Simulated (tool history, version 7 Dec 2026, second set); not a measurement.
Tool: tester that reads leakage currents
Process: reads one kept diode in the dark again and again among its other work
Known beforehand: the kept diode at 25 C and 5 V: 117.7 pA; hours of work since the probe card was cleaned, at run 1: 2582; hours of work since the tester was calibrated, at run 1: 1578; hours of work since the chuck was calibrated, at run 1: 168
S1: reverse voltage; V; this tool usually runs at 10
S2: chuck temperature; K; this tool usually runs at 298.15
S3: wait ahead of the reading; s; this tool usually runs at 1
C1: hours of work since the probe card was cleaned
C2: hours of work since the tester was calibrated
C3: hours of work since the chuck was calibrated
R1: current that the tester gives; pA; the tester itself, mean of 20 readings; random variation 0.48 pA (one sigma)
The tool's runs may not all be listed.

run     day    S1      S2    S3    C1    C2   C3       R1
  1       0    10  298.15     1  2582  1578  168   169.24
  2   1.642    10  298.15     1  2612  1607  198   168.86
  3   4.379    10  298.15  6.44  2661  1657  247   169.69
  4   6.125    10  318.15     1  2693  1688  279  1011.58
  5   8.729    10  318.15     1  2740  1735  326  1012.28
  6  11.388    10  318.15     1  2788  1783  374  1009.96
  7  13.921    10  305.15     1  2834  1829  420   328.39
  8  15.242    10  298.15     1  2858  1853  444    174.3
  9    17.3    10  298.15     1  2895  1890  481   174.86
 10  18.746    10  298.15     1  2921  1916  507   174.75
 11  20.688    10  305.15     1  2956  1952  542   331.35
 12    21.9    10  298.15  7.75  2978  1973  564   176.18
 13  23.792    10  298.15  7.75  3012  2008  598   176.47
 14   25.45    10  298.15  7.75  3042  2038  628   176.69
 15  27.479    10  298.15  4.71  3079  2074  665   176.65
 16  29.942    10  298.15     1  3123  2119  709   179.95
 17  31.975    10  298.15     1  3160  2155  746   179.43
 18  34.742    10  298.15     1  3210  2205  796   179.67
 19  37.362    10  298.15   0.6  3257  2253  843   182.92
 20  40.271    10  298.15   0.6  3310  2305  896   182.88
 21  42.567    10  298.15   0.6  3351  2347  937   183.25
 22  44.058    10  298.15   0.8  3378  2374  964   184.03
     44.412  -- chuck's temperature calibrated
 23  46.721    10  298.15   0.8  3425  2420   42   194.01
 24  49.058   2.1  298.15  7.49  3467  2463   84    96.06
 25  51.096   2.2  298.15  7.49  3504  2499  121    98.63
 26  53.558   2.2  298.15  7.49  3548  2544  165    99.15
     54.075  -- chuck's temperature calibrated, once more
       55.2  -- probe card cleaned and baked
 27  55.421   2.2  298.15  9.67     4  2574   22    82.01
 28  57.042   9.3  298.15  9.67    33  2603   51   151.87
 29  59.121   9.3  298.15  9.67    71  2641   89   152.91
 30  60.492  10.6  305.15     1    96  2665  114   316.35
 31  62.288   3.2  318.15  0.78   128  2698  146   599.59
 32  65.162   1.6  298.15   0.5   180  2750  198    72.79
 33  67.921   1.2  298.15  0.35   230  2800  248    64.59
 34  70.733     7  322.15  0.37   281  2850  299  1191.74

What does the tool deliver on the next run?
 35  73.646   7  322.15  0.37  333  2903  351   ?

{"run 35": {"R1": 1199.61}}
The same run, on a tool lacking any hidden state, would have yielded R1 1182.89 pA.

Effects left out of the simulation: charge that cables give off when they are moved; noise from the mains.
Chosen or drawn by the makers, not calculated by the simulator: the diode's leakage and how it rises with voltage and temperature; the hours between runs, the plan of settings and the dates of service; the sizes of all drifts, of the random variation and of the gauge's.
